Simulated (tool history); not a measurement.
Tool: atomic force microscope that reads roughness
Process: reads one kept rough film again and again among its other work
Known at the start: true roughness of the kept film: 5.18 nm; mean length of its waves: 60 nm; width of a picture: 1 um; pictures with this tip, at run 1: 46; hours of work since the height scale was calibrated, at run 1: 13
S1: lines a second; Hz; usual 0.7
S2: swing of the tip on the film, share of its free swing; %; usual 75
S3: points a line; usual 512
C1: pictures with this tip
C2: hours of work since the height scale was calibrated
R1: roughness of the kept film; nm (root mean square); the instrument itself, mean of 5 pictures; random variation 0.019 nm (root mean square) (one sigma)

run,day,S1,S2,S3,C1,C2,R1
1,0,0.7,75,512,46,13,4.465
2,0.533,0.7,75,512,58,19,4.492
3,1.008,0.7,85,512,68,23,4.264
4,1.279,0.7,85,565,73,26,4.244
5,1.829,0.7,85,565,85,32,4.218
6,2.279,0.7,85,565,95,36,4.212
7,2.588,0.7,85,565,101,39,4.197
# day 2.688: height scale calibrated on a step standard
8,2.996,1.019,61,355,109,3,4.371
9,3.35,1.019,61,355,117,7,4.37
10,3.983,1.019,61,355,130,13,4.337
11,4.321,3.283,75,920,137,16,3.559
12,4.721,3.096,88,586,146,20,3.017

Forecast each of these 5 alternatives for the next run:
# day 5.1: height scale calibrated on a step standard, once more
A,5.1,1.472,88,586,153,0,?
# day 5.1: height scale calibrated on a step standard, once more
B,5.1,3.096,78,586,153,0,?
# day 5.1: height scale calibrated on a step standard, once more
C,5.1,1.463,67,892,153,0,?
# day 5.1: height scale calibrated on a step standard, once more
D,5.1,3.411,75,512,153,0,?
# day 5.1: height scale calibrated on a step standard, once more
E,5.1,0.972,88,586,153,0,?

run,R1
A,3.626
B,3.442
C,4.102
D,3.472
E,3.873
Without the tool's hidden state the same runs would have given:
run,R1
A,3.985
B,3.783
C,4.508
D,3.816
E,4.257

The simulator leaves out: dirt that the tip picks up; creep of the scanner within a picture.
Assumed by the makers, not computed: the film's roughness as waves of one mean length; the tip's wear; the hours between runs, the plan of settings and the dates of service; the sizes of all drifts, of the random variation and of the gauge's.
